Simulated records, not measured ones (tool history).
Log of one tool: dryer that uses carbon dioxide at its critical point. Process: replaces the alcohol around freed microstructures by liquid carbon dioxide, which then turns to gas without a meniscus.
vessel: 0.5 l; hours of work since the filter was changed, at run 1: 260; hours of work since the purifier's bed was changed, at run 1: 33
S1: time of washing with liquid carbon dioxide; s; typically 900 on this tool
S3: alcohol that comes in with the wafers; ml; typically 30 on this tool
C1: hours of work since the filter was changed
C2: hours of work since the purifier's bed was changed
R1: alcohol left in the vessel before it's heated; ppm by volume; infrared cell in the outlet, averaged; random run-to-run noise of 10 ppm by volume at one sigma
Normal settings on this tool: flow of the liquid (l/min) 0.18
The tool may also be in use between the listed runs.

Run 1, hour 0: usual settings; C1 260; C2 33. Result: R1 683 ppm by volume.
Run 2, hour 16.7: usual settings; C1 268; C2 41. Result: R1 662 ppm by volume.
Run 3, hour 35.4: usual settings but flow of the liquid (l/min) 0.266; C1 278; C2 50. Result: R1 82 ppm by volume.
Run 4, hour 51.3: usual settings but flow of the liquid (l/min) 0.266; C1 286; C2 59. Result: R1 80 ppm by volume.
Run 5, hour 60.4: usual settings but S1 840 s, flow of the liquid (l/min) 0.266; C1 290; C2 63. Result: R1 119 ppm by volume.
Run 6, hour 69: usual settings; C1 295; C2 67. Result: R1 695 ppm by volume.
Run 7, hour 79.3: usual settings but S1 780 s; C1 300; C2 73. Result: R1 1258 ppm by volume.
Run 8, hour 94.8: usual settings but S3 31 ml; C1 308; C2 80. Result: R1 708 ppm by volume.
Run 9, hour 110.9: usual settings but S1 600 s; C1 316; C2 88. Result: R1 3065 ppm by volume.
Run 10, hour 119.5: usual settings but S1 600 s; C1 320; C2 93. Result: R1 3043 ppm by volume.
Run 11, hour 137.7: usual settings but S1 1140 s, flow of the liquid (l/min) 0.173, S3 31 ml; C1 329; C2 102. Result: R1 273 ppm by volume.
Run 12, hour 148.9: usual settings but S1 1140 s, flow of the liquid (l/min) 0.173, S3 31 ml; C1 335; C2 107. Result: R1 290 ppm by volume.
Run 13, hour 157.5: usual settings but S1 660 s, flow of the liquid (l/min) 0.283, S3 44 ml; C1 339; C2 112. Result: R1 469 ppm by volume.
Run 14, hour 166.6: usual settings but S1 660 s, flow of the liquid (l/min) 0.283, S3 44 ml; C1 344; C2 116. Result: R1 467 ppm by volume.
Run 15, hour 183.6: usual settings but flow of the liquid (l/min) 0.111; C1 352; C2 125. Result: R1 4197 ppm by volume.
Run 16, hour 195.5: usual settings but S1 1020 s, flow of the liquid (l/min) 0.202, S3 94 ml; C1 358; C2 131. Result: R1 645 ppm by volume.

Here are 5 independent what-if runs from the current tool condition. What would each one return?
Run A, hour 204.8: usual settings but S1 1020 s, S3 104 ml; C1 363; C2 136. Result: R1 ?.
Run B, hour 204.8: usual settings but S1 1020 s, flow of the liquid (l/min) 0.128, S3 46 ml; C1 363; C2 136. Result: R1 ?.
Run C, hour 204.8: usual settings but S1 1020 s, flow of the liquid (l/min) 0.202, S3 88 ml; C1 363; C2 136. Result: R1 ?.
Run D, hour 204.8: usual settings but S1 540 s, S3 22 ml; C1 363; C2 136. Result: R1 ?.
Run E, hour 204.8: usual settings but S1 1020 s, flow of the liquid (l/min) 0.202, S3 76 ml; C1 363; C2 136. Result: R1 ?.

run    R1
  A  1322
  B  2684
  C   615
  D  3030
  E   526
Had the tool no hidden state, the same runs would have come out as:
run    R1
  A  1038
  B  2267
  C   466
  D  2667
  E   398
